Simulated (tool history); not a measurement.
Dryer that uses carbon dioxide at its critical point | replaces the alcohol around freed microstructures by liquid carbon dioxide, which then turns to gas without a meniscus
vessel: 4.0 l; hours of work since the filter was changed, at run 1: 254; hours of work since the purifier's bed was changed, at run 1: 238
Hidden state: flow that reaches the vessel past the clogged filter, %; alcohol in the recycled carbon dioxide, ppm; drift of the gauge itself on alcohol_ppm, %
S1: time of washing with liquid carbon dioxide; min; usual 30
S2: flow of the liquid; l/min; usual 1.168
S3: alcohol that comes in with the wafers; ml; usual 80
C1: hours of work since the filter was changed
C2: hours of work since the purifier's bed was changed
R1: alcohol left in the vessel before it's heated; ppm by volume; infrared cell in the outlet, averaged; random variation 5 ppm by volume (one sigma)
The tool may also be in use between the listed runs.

{"run": 1, "day": 0.0, "S1": 30, "S2": 1.168, "S3": 80, "C1": 254, "C2": 238, "R1": 89}
{"run": 2, "day": 0.721, "S1": 30, "S2": 1.168, "S3": 80, "C1": 260, "C2": 243, "R1": 84}
{"run": 3, "day": 1.483, "S1": 30, "S2": 1.168, "S3": 80, "C1": 265, "C2": 249, "R1": 88}
{"run": 4, "day": 2.271, "S1": 30, "S2": 1.168, "S3": 80, "C1": 271, "C2": 255, "R1": 98}
{"run": 5, "day": 3.175, "S1": 30, "S2": 1.168, "S3": 80, "C1": 278, "C2": 262, "R1": 97}
{"run": 6, "day": 3.608, "S1": 30, "S2": 1.168, "S3": 80, "C1": 282, "C2": 266, "R1": 90}
{"run": 7, "day": 4.254, "S1": 30, "S2": 1.168, "S3": 80, "C1": 287, "C2": 270, "R1": 93}
{"run": 8, "day": 4.683, "S1": 30, "S2": 1.168, "S3": 80, "C1": 290, "C2": 274, "R1": 93}
{"run": 9, "day": 5.142, "S1": 30, "S2": 1.168, "S3": 80, "C1": 293, "C2": 277, "R1": 86}
{"run": 10, "day": 5.742, "S1": 47, "S2": 1.168, "S3": 80, "C1": 298, "C2": 282, "R1": 75}
{"run": 11, "day": 6.283, "S1": 47, "S2": 1.168, "S3": 80, "C1": 302, "C2": 286, "R1": 66}
{"run": 12, "day": 7.212, "S1": 47, "S2": 1.168, "S3": 80, "C1": 309, "C2": 293, "R1": 74}
{"run": 13, "day": 7.758, "S1": 30, "S2": 1.168, "S3": 80, "C1": 313, "C2": 297, "R1": 97}
{"run": 14, "day": 8.338, "S1": 30, "S2": 1.168, "S3": 80, "C1": 318, "C2": 302, "R1": 105}
{"run": 15, "day": 9.042, "S1": 30, "S2": 1.168, "S3": 80, "C1": 323, "C2": 307, "R1": 111}
{"run": 16, "day": 9.867, "S1": 30, "S2": 1.168, "S3": 80, "C1": 330, "C2": 313, "R1": 109}
{"run": 17, "day": 10.4, "S1": 30, "S2": 1.85, "S3": 80, "C1": 334, "C2": 317, "R1": 91}
{"run": 18, "day": 11.354, "S1": 32, "S2": 1.85, "S3": 80, "C1": 341, "C2": 325, "R1": 81}
{"run": 19, "day": 12.017, "S1": 32, "S2": 1.85, "S3": 80, "C1": 346, "C2": 330, "R1": 89}
{"day": 12.567, "done": "inlet filter changed"}
{"run": 20, "day": 12.692, "S1": 32, "S2": 1.85, "S3": 80, "C1": 1, "C2": 335, "R1": 90}
{"run": 21, "day": 13.292, "S1": 32, "S2": 1.85, "S3": 80, "C1": 6, "C2": 339, "R1": 86}
{"run": 22, "day": 13.862, "S1": 30, "S2": 1.62, "S3": 80, "C1": 10, "C2": 344, "R1": 105}
{"run": 23, "day": 14.792, "S1": 30, "S2": 1.62, "S3": 80, "C1": 17, "C2": 351, "R1": 103}
{"run": 24, "day": 15.375, "S1": 30, "S2": 1.62, "S3": 80, "C1": 21, "C2": 355, "R1": 102}
{"run": 25, "day": 15.8, "S1": 43, "S2": 0.9, "S3": 80, "C1": 25, "C2": 358, "R1": 106}
{"run": 26, "day": 16.658, "S1": 43, "S2": 0.9, "S3": 80, "C1": 31, "C2": 365, "R1": 101}
{"run": 27, "day": 17.496, "S1": 38, "S2": 1.65, "S3": 86, "C1": 38, "C2": 371, "R1": 104}
{"run": 28, "day": 18.0, "S1": 20, "S2": 1.168, "S3": 24, "C1": 42, "C2": 375, "R1": 143}
{"run": 29, "day": 18.579, "S1": 20, "S2": 1.168, "S3": 24, "C1": 46, "C2": 380, "R1": 146}

Forecast run 30:
{"run": 30, "day": 19.117, "S1": 20, "S2": 1.168, "S3": 24, "C1": 50, "C2": 384, "R1": "?"}

Run 30 gave R1 153 ppm by volume.
Without the tool's hidden state the same run would have given R1 52 ppm by volume.
